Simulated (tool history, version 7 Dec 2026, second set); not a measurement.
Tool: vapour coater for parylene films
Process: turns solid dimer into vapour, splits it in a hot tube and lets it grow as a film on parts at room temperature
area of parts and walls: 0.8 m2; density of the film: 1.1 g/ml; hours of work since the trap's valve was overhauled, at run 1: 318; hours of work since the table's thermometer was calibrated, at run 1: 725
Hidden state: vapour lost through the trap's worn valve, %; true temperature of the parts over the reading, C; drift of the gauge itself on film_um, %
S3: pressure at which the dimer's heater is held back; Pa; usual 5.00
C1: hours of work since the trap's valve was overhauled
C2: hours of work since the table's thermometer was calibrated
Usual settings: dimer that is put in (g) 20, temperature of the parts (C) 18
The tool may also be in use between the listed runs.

{"run": 1, "day": 0.0, "dimer that is put in (g)": 20, "temperature of the parts (C)": 18, "S3": 5.0, "C1": 318, "C2": 725, "thickness of the film (um)": 11.57}
{"run": 2, "day": 1.508, "dimer that is put in (g)": 20, "temperature of the parts (C)": 18, "S3": 5.0, "C1": 337, "C2": 745, "thickness of the film (um)": 11.64}
{"run": 3, "day": 3.467, "dimer that is put in (g)": 20, "temperature of the parts (C)": 18, "S3": 5.0, "C1": 363, "C2": 770, "thickness of the film (um)": 11.54}
{"run": 4, "day": 5.833, "dimer that is put in (g)": 20, "temperature of the parts (C)": 18, "S3": 5.0, "C1": 394, "C2": 801, "thickness of the film (um)": 11.67}
{"run": 5, "day": 7.75, "dimer that is put in (g)": 20, "temperature of the parts (C)": 18, "S3": 5.0, "C1": 419, "C2": 827, "thickness of the film (um)": 11.54}
{"run": 6, "day": 10.183, "dimer that is put in (g)": 20, "temperature of the parts (C)": 18, "S3": 5.0, "C1": 451, "C2": 859, "thickness of the film (um)": 11.43}
{"run": 7, "day": 12.3, "dimer that is put in (g)": 20, "temperature of the parts (C)": 18, "S3": 5.0, "C1": 479, "C2": 886, "thickness of the film (um)": 11.62}
{"run": 8, "day": 13.554, "dimer that is put in (g)": 20, "temperature of the parts (C)": 18, "S3": 5.0, "C1": 496, "C2": 903, "thickness of the film (um)": 11.61}
{"run": 9, "day": 15.312, "dimer that is put in (g)": 20, "temperature of the parts (C)": 18, "S3": 5.0, "C1": 519, "C2": 926, "thickness of the film (um)": 11.56}
{"run": 10, "day": 17.033, "dimer that is put in (g)": 20, "temperature of the parts (C)": 17, "S3": 5.0, "C1": 541, "C2": 949, "thickness of the film (um)": 12.11}
{"run": 11, "day": 18.658, "dimer that is put in (g)": 20, "temperature of the parts (C)": 13, "S3": 5.0, "C1": 563, "C2": 970, "thickness of the film (um)": 14.36}
{"run": 12, "day": 20.796, "dimer that is put in (g)": 20, "temperature of the parts (C)": 13, "S3": 5.0, "C1": 591, "C2": 998, "thickness of the film (um)": 14.49}
{"run": 13, "day": 22.242, "dimer that is put in (g)": 20, "temperature of the parts (C)": 13, "S3": 5.0, "C1": 610, "C2": 1017, "thickness of the film (um)": 14.3}
{"run": 14, "day": 23.708, "dimer that is put in (g)": 33, "temperature of the parts (C)": 13, "S3": 3.54, "C1": 629, "C2": 1036, "thickness of the film (um)": 25.24}
{"run": 15, "day": 25.188, "dimer that is put in (g)": 25, "temperature of the parts (C)": 17, "S3": 2.6, "C1": 648, "C2": 1056, "thickness of the film (um)": 17.01}
{"day": 25.562, "done": "trap's valve overhauled"}
{"run": 16, "day": 27.1, "dimer that is put in (g)": 10, "temperature of the parts (C)": 14, "S3": 7.98, "C1": 20, "C2": 1079, "thickness of the film (um)": 6.39}
{"run": 17, "day": 28.579, "dimer that is put in (g)": 15, "temperature of the parts (C)": 13, "S3": 9.13, "C1": 40, "C2": 1098, "thickness of the film (um)": 9.64}

Forecast each of these 5 alternatives for the next run:
{"run": "A", "day": 29.729, "dimer that is put in (g)": 20, "temperature of the parts (C)": 13, "S3": 2.22, "C1": 55, "C2": 1113, "thickness of the film (um)": "?"}
{"run": "B", "day": 29.729, "dimer that is put in (g)": 15, "temperature of the parts (C)": 18, "S3": 2.15, "C1": 55, "C2": 1113, "thickness of the film (um)": "?"}
{"run": "C", "day": 29.729, "dimer that is put in (g)": 20, "temperature of the parts (C)": 16, "S3": 5.0, "C1": 55, "C2": 1113, "thickness of the film (um)": "?"}
{"run": "D", "day": 29.729, "dimer that is put in (g)": 15, "temperature of the parts (C)": 20, "S3": 7.92, "C1": 55, "C2": 1113, "thickness of the film (um)": "?"}
{"run": "E", "day": 29.729, "dimer that is put in (g)": 15, "temperature of the parts (C)": 13, "S3": 9.13, "C1": 55, "C2": 1113, "thickness of the film (um)": "?"}

run=A thickness_of_the_film_(um)=16.95
run=B thickness_of_the_film_(um)=10.27
run=C thickness_of_the_film_(um)=12.83
run=D thickness_of_the_film_(um)=7.33
run=E thickness_of_the_film_(um)=9.60
Without the tool's hidden state the same runs would have given:
run=A thickness_of_the_film_(um)=16.95
run=B thickness_of_the_film_(um)=10.27
run=C thickness_of_the_film_(um)=12.83
run=D thickness_of_the_film_(um)=7.33
run=E thickness_of_the_film_(um)=9.60
